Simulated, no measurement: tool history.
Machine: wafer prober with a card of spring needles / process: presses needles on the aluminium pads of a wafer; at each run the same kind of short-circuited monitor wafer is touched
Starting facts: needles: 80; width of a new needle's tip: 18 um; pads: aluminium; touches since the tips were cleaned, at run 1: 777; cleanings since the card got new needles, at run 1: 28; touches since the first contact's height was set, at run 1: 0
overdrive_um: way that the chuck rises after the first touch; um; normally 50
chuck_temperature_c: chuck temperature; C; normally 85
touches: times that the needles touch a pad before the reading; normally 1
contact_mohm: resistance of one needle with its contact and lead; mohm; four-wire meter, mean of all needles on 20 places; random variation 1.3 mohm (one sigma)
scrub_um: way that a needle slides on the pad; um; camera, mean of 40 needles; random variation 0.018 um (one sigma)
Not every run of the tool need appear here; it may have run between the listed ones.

run,hour,overdrive_um,chuck_temperature_c,touches,touches since the tips were cleaned,cleanings since the card got new needles,touches since the first contact's height was set,contact_mohm,scrub_um
1,0.0,50,85,1,777,28,0,111,11.10
# hour 10.6: tips cleaned on abrasive film
# hour 22.5: tips cleaned on abrasive film
# hour 36.4: tips cleaned on abrasive film
2,38.4,50,85,1,620,31,11455,112,11.12
# hour 48.9: tips cleaned on abrasive film
# hour 62.1: tips cleaned on abrasive film
# hour 75.5: tips cleaned on abrasive film
3,78.7,50,85,1,942,34,23447,111,11.13
# hour 87.1: tips cleaned on abrasive film
# hour 100.9: tips cleaned on abrasive film
# hour 113.8: tips cleaned on abrasive film
4,119.7,43,85,1,1759,37,35674,115,9.57
# hour 127.0: tips cleaned on abrasive film
# hour 138.1: tips cleaned on abrasive film
# hour 152.1: tips cleaned on abrasive film
5,154.7,43,85,1,791,40,46095,112,9.53
# hour 165.8: tips cleaned on abrasive film
# hour 179.4: tips cleaned on abrasive film
6,179.4,43,85,1,0,42,53452,113,9.56
# hour 192.6: tips cleaned on abrasive film
# hour 206.0: tips cleaned on abrasive film
7,208.7,50,85,1,806,44,62194,112,11.15
# hour 219.8: tips cleaned on abrasive film
# hour 233.1: tips cleaned on abrasive film
8,240.9,50,85,1,2357,46,71808,110,11.17
# hour 246.1: tips cleaned on abrasive film
# hour 257.3: tips cleaned on abrasive film
# hour 270.9: tips cleaned on abrasive film
9,276.6,50,57,1,1695,49,82427,106,11.13
# hour 282.2: tips cleaned on abrasive film
# hour 295.5: tips cleaned on abrasive film
10,306.4,50,57,1,3267,51,91328,109,11.19
# hour 308.8: tips cleaned on abrasive film
# hour 322.5: tips cleaned on abrasive film
# hour 334.5: tips cleaned on abrasive film
11,339.1,50,57,1,1375,54,101057,107,11.14
# hour 346.9: tips cleaned on abrasive film
# hour 354.6: height of the first contact set anew
# hour 359.8: tips cleaned on abrasive film
# hour 371.5: tips cleaned on abrasive film
12,371.5,50,85,2,0,57,5003,111,11.15
# hour 384.9: tips cleaned on abrasive film
13,393.5,50,85,2,2581,58,11579,111,11.16
# hour 398.7: tips cleaned on abrasive film
# hour 412.3: tips cleaned on abrasive film
# hour 425.1: tips cleaned on abrasive film
14,427.4,68,85,1,690,61,21673,108,15.21
# hour 438.2: tips cleaned on abrasive film
# hour 451.7: tips cleaned on abrasive film
# hour 465.6: tips cleaned on abrasive film
15,476.6,68,85,1,3288,64,36357,107,15.19
# hour 479.2: tips cleaned on abrasive film
# hour 491.7: tips cleaned on abrasive film
16,498.9,44,25,1,2159,66,43007,104,9.87
# hour 504.3: tips cleaned on abrasive film
# hour 517.5: tips cleaned on abrasive film
17,522.1,39,104,2,1392,68,49910,117,8.77
# hour 530.5: tips cleaned on abrasive film
# hour 543.0: tips cleaned on abrasive film
# hour 555.8: tips cleaned on abrasive film
18,555.8,50,85,2,0,71,59931,112,11.20
# hour 569.3: tips cleaned on abrasive film
# hour 583.2: tips cleaned on abrasive film
# hour 596.7: tips cleaned on abrasive film
19,597.9,63,43,1,344,74,72486,104,14.09
# hour 608.9: tips cleaned on abrasive film
# hour 620.1: tips cleaned on abrasive film
# hour 633.9: tips cleaned on abrasive film
20,639.6,57,25,2,1695,77,84928,105,12.77
# hour 645.2: tips cleaned on abrasive film
# hour 658.7: tips cleaned on abrasive film
21,660.1,39,62,2,419,79,91028,111,8.73

Run 22 is up next; what results do you expect?
# hour 671.3: tips cleaned on abrasive film
# hour 684.2: tips cleaned on abrasive film
22,684.3,50,85,2,4,81,98223,?,?

contact_mohm: 111 mohm
scrub_um: 11.23 um
Without the tool's hidden state the same run would have given contact_mohm 111 mohm, scrub_um 11.11 um.
